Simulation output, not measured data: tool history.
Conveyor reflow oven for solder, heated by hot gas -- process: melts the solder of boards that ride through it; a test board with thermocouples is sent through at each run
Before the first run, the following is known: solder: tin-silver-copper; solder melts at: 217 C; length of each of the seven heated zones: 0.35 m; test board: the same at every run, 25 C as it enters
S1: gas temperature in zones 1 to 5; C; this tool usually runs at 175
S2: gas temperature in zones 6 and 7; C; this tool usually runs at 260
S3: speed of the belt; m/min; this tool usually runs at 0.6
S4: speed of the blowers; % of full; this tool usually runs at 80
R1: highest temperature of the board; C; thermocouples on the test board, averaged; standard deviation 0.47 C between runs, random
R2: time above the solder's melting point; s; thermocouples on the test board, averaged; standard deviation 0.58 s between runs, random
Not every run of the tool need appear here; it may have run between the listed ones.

run     day   S1   S2     S3  S4     R1    R2
  1       0  175  260    0.6  80  245.5  48.5
  2   0.829  175  260    0.6  80  245.1  47.3
  3   1.721  175  260    0.6  80    245  48.2
  4   2.658  175  260    0.6  80  245.1  47.4
  5   3.538  175  260    0.6  80  244.9  47.4
  6   4.108  175  260  0.573  80  246.1  50.7
  7     4.9  175  260  0.648  80  242.2  40.6
  8   5.821  175  263    0.6  80  246.5  49.6
  9     6.7  175  263    0.6  80  246.1  49.5
 10   7.638  175  263    0.6  80  246.2    49
 11     8.2  174  251    0.6  75  234.5  37.3
 12   8.892  174  251    0.6  74  235.1  36.9
 13   9.667  174  251   0.68  63  228.1  22.2
 14  10.388  174  251   0.68  63    228  20.7
 15  11.129  174  251   0.68  63  227.4  20.7

Below, some changes in R1 between adjacent runs. For each, the amount present without the hidden state too (settings, incoming material, random variation) and the amount remaining for the hidden state with gauge scatter not shared by both compared results:
The hidden state here: heat that the gas passes to the board, % of a clean oven's; belt's true speed, % of the reading; true gas temperature in zones 6 and 7 over the reading, C; drift of the gauge itself on peak_c, C; drift of the gauge itself on liquid_s, %.
Run 10 -> 11: S1 175 -> 174, S2 263 -> 251, S4 80 -> 75. R1 -11.7 C: hidden state +0.2, all else -11.9.
Run 12 -> 13: S3 0.6 -> 0.68, S4 74 -> 63. R1 -7 C: hidden state -0.4, all else -6.6.
